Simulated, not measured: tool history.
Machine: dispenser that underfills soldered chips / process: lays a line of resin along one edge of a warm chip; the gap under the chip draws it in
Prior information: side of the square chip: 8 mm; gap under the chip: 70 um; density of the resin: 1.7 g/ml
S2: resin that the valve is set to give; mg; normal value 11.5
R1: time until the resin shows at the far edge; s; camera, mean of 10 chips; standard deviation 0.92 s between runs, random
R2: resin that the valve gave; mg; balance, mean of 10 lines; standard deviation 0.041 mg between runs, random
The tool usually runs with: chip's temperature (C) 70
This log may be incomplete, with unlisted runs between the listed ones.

{"run": 1, "day": 0.0, "chip's temperature (C)": 70, "S2": 11.5, "R1": 140.7, "R2": 11.49}
{"day": 0.1, "done": "new syringe of resin"}
{"run": 2, "day": 0.175, "chip's temperature (C)": 70, "S2": 11.5, "R1": 96.5, "R2": 11.46}
{"run": 3, "day": 0.438, "chip's temperature (C)": 61, "S2": 11.5, "R1": 223.6, "R2": 11.47}
{"day": 0.521, "done": "new syringe of resin"}
{"run": 4, "day": 0.671, "chip's temperature (C)": 61, "S2": 11.5, "R1": 169.1, "R2": 11.42}
{"day": 0.95, "done": "new syringe of resin"}
{"run": 5, "day": 0.95, "chip's temperature (C)": 61, "S2": 11.5, "R1": 133.9, "R2": 11.4}
{"run": 6, "day": 1.2, "chip's temperature (C)": 61, "S2": 14.5, "R1": 191.6, "R2": 14.3}
{"day": 1.383, "done": "new syringe of resin"}
{"run": 7, "day": 1.383, "chip's temperature (C)": 70, "S2": 14.2, "R1": 84.3, "R2": 14.09}
{"run": 8, "day": 1.667, "chip's temperature (C)": 58, "S2": 14.1, "R1": 228.7, "R2": 13.93}
{"day": 1.812, "done": "new syringe of resin"}
{"run": 9, "day": 1.817, "chip's temperature (C)": 56, "S2": 10.4, "R1": 171.9, "R2": 10.25}
{"run": 10, "day": 1.962, "chip's temperature (C)": 56, "S2": 10.4, "R1": 220.3, "R2": 10.28}

Predict each of these 3 candidate next runs independently; none follows another, all start after run 10:
{"run": "A", "day": 2.088, "chip's temperature (C)": 63, "S2": 12.9, "R1": "?", "R2": "?"}
{"run": "B", "day": 2.088, "chip's temperature (C)": 61, "S2": 10.8, "R1": "?", "R2": "?"}
{"run": "C", "day": 2.088, "chip's temperature (C)": 80, "S2": 10.6, "R1": "?", "R2": "?"}

run=A R1=177.0 R2=12.69
run=B R1=200.0 R2=10.65
run=C R1=83.0 R2=10.40
Take away the tool's hidden state, keep each run's random variation, and the runs would have read:
run=A R1=119.7 R2=12.90
run=B R1=135.1 R2=10.82
run=C R1=55.7 R2=10.56
